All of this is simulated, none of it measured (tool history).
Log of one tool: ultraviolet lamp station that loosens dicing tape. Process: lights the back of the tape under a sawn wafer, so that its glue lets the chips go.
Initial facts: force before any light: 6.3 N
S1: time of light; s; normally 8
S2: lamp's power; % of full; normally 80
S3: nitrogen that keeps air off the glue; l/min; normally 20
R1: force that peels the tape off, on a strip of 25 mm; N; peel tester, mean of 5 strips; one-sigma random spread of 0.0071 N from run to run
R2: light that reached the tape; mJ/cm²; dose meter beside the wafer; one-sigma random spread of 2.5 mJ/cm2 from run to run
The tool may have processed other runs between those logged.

Run 1, day 0.000: usual settings. Result: R1 0.249 N, R2 313 mJ/cm².
Run 2, day 2.771: usual settings. Result: R1 0.252 N, R2 309 mJ/cm².
Run 3, day 6.008: usual settings. Result: R1 0.256 N, R2 304 mJ/cm².
Run 4, day 8.471: usual settings. Result: R1 0.263 N, R2 303 mJ/cm².
Run 5, day 10.008: usual settings but S2 82 % of full. Result: R1 0.253 N, R2 310 mJ/cm².
Run 6, day 12.879: usual settings. Result: R1 0.263 N, R2 301 mJ/cm².
Run 7, day 15.742: usual settings but S1 7 s. Result: R1 0.315 N, R2 262 mJ/cm².
Run 8, day 19.062: usual settings but S1 7 s. Result: R1 0.339 N, R2 254 mJ/cm².
At day 19.308: window cleaned of glue's vapour.
Run 9, day 20.812: usual settings. Result: R1 0.273 N, R2 289 mJ/cm².
Run 10, day 22.312: usual settings but S2 72 % of full. Result: R1 0.331 N, R2 253 mJ/cm².
Run 11, day 24.121: usual settings but S2 72 % of full. Result: R1 0.335 N, R2 255 mJ/cm².
At day 25.062: window cleaned of glue's vapour, once more.
Run 12, day 27.246: usual settings but S3 22 l/min. Result: R1 0.273 N, R2 287 mJ/cm².
Run 13, day 29.671: usual settings. Result: R1 0.277 N, R2 288 mJ/cm².
Run 14, day 31.600: usual settings but S1 9 s, S2 67 % of full, S3 30 l/min. Result: R1 0.278 N, R2 268 mJ/cm².
Run 15, day 33.683: usual settings but S1 11 s, S2 67 % of full, S3 35 l/min. Result: R1 0.212 N, R2 325 mJ/cm².
Run 16, day 35.858: usual settings but S3 12 l/min. Result: R1 0.374 N, R2 279 mJ/cm².
Run 17, day 38.229: usual settings but S1 9 s, S2 62 % of full, S3 9 l/min. Result: R1 0.632 N, R2 246 mJ/cm².
Run 18, day 39.992: usual settings but S2 84 % of full, S3 14 l/min. Result: R1 0.351 N, R2 285 mJ/cm².
Run 19, day 43.221: usual settings but S1 10 s, S2 64 % of full. Result: R1 0.308 N, R2 269 mJ/cm².
Run 20, day 46.050: usual settings but S1 14 s, S2 74 % of full. Result: R1 0.216 N, R2 433 mJ/cm².
Run 21, day 48.854: usual settings but S1 14 s, S2 74 % of full. Result: R1 0.212 N, R2 431 mJ/cm².
Run 22, day 52.196: usual settings but S1 7 s, S2 91 % of full. Result: R1 0.311 N, R2 264 mJ/cm².
Run 23, day 54.879: usual settings but S2 90 % of full, S3 40 l/min. Result: R1 0.221 N, R2 294 mJ/cm².
Run 24, day 58.125: usual settings but S2 90 % of full, S3 40 l/min. Result: R1 0.234 N, R2 292 mJ/cm².
Run 25, day 59.588: usual settings but S1 13 s, S2 76 % of full, S3 15 l/min. Result: R1 0.239 N, R2 388 mJ/cm².

Predict each of these 4 candidate next runs independently; none follows another, all start after run 25:
Run A, day 62.375: usual settings but S3 15 l/min. Result: R1 ?, R2 ?.
Run B, day 62.375: usual settings but S1 9 s, S2 74 % of full, S3 6 l/min. Result: R1 ?, R2 ?.
Run C, day 62.375: usual settings but S1 6 s, S2 82 % of full. Result: R1 ?, R2 ?.
Run D, day 62.375: usual settings but S1 4 s, S2 93 % of full. Result: R1 ?, R2 ?.

run     R1   R2
  A  0.417  252
  B  0.729  260
  C  0.530  190
  D  0.845  145
The same runs, with their run-to-run variation unchanged, on a tool lacking any hidden condition would have given:
run     R1   R2
  A  0.297  316
  B  0.483  327
  C  0.358  239
  D  0.563  182
